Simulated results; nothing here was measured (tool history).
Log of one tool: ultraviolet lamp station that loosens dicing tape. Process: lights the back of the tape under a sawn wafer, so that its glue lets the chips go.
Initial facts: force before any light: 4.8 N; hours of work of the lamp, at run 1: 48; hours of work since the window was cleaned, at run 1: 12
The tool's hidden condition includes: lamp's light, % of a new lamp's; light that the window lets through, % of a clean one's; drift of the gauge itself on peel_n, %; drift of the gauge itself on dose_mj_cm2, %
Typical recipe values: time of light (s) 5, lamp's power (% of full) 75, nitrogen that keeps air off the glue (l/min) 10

run    day  time of light (s)  lamp's power (% of full)  nitrogen that keeps air off the glue (l/min)  hours of work of the lamp  hours of work since the window was cleaned  force that peels the tape off (N)  light that reached the tape (J/m2)
  1      0                  5                        75                                            10                         48                                          12                              0.544                                3710
  2   0.25                  5                        75                                            10                         52                                          16                               0.55                                3660
  3  0.725                  5                        75                                            10                         58                                          23                              0.544                                3690
  4  1.225                  8                        75                                            10                         65                                          30                              0.249                                5870
  5  1.762                  5                        75                                             6                         73                                          37                              0.672                                3660
  6  2.221                  5                        75                                             6                         79                                          44                              0.675                                3650
  7  2.517                  5                        75                                             6                         84                                          48                              0.648                                3600
  8  2.779                  5                        75                                             9                         87                                          52                              0.601                                3660
  9  3.275                  5                        75                                             9                         94                                          59                              0.601                                3580
 10  3.738                  5                        75                                             9                        101                                          65                              0.622                                3580
 11  4.296                  5                        99                                            17                        109                                          73                              0.305                                4640
 12  4.625                  4                        63                                            12                        113                                          78                              1.017                                2340
 13  4.912                  3                        88                                            12                        117                                          82                              1.008                                2490

Each row is a separate what-if for the run after 13, all from the same tool condition, not one after another. Results?
  A  5.408                  4                        75                                            10                        124                                          89                                  ?                                   ?
  B  5.408                  6                        61                                             3                        124                                          89                                  ?                                   ?
  C  5.408                  9                        88                                            11                        124                                          89                                  ?                                   ?
  D  5.408                  7                        92                                            19                        124                                          89                                  ?                                   ?
  E  5.408                  7                        64                                            12                        124                                          89                                  ?                                   ?

run  force that peels the tape off (N)  light that reached the tape (J/m2)
  A                               0.86                                2860
  B                              0.957                                3440
  C                              0.179                                7420
  D                              0.204                                5960
  E                              0.416                                4220
With the hidden condition removed and each run's random variation left untouched, the same runs would have given:
run  force that peels the tape off (N)  light that reached the tape (J/m2)
  A                              0.747                                3120
  B                              0.836                                3760
  C                              0.167                                8110
  D                              0.186                                6520
  E                              0.355                                4610
